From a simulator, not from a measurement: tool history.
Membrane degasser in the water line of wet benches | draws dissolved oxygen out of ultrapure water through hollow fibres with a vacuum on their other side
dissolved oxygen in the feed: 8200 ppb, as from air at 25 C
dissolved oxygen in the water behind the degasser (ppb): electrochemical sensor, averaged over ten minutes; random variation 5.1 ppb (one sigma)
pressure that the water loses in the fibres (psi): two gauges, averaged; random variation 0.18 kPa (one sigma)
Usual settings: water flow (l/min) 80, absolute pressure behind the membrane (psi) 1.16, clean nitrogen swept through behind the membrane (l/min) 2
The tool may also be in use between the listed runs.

| run | hour | water flow (l/min) | absolute pressure behind the membrane (psi) | clean nitrogen swept through behind the membrane (l/min) | dissolved oxygen in the water behind the degasser (ppb) | pressure that the water loses in the fibres (psi) |
|---|---|---|---|---|---|---|
| 1 | 0 | 80 | 1.16 | 2 | 537.9 | 5.127 |
| 2 | 241.9 | 80 | 1.16 | 2 | 552.6 | 5.153 |
| 3 | 554.7 | 80 | 1.16 | 2 | 556.1 | 5.21 |
| 4 | 743.6 | 80 | 1.16 | 2 | 563.2 | 5.239 |
| 5 | 1052.5 | 80 | 1.16 | 2 | 551.2 | 5.242 |
| 6 | 1335.9 | 80 | 1.16 | 4.23 | 375 | 5.2 |
|  | 1360.8 | vacuum gauge calibrated |
| 7 | 1534.8 | 80 | 1.16 | 4.23 | 390 | 5.256 |
| 8 | 1766.2 | 80 | 1.131 | 4.23 | 382.3 | 5.272 |
| 9 | 1997.6 | 119 | 1.16 | 2 | 911 | 7.818 |
|  | 2042.3 | vacuum gauge calibrated, once more |
| 10 | 2362.3 | 119 | 1.16 | 2 | 852.8 | 7.851 |
| 11 | 2531.3 | 62 | 1.16 | 2 | 387.5 | 4.103 |
| 12 | 2826.6 | 80 | 1.16 | 5.93 | 319.7 | 5.287 |
| 13 | 3155.8 | 79 | 1.16 | 2 | 529.5 | 5.252 |
| 14 | 3375.9 | 92 | 1.532 | 5.24 | 511.1 | 6.125 |
|  | 3646.5 | seals of the vacuum lines changed |
| 15 | 3710.6 | 103 | 1.739 | 2 | 1051.3 | 6.898 |
| 16 | 3890.4 | 103 | 1.739 | 2 | 1070.4 | 6.894 |

The next listed run, before its measurement:
| 17 | 4226.5 | 103 | 1.739 | 2 | ? | ? |

dissolved oxygen in the water behind the degasser (ppb): 1066.7
pressure that the water loses in the fibres (psi): 6.947
Without the tool's hidden state the same run would have given dissolved oxygen in the water behind the degasser (ppb) 1019, pressure that the water loses in the fibres (psi) 6.63.
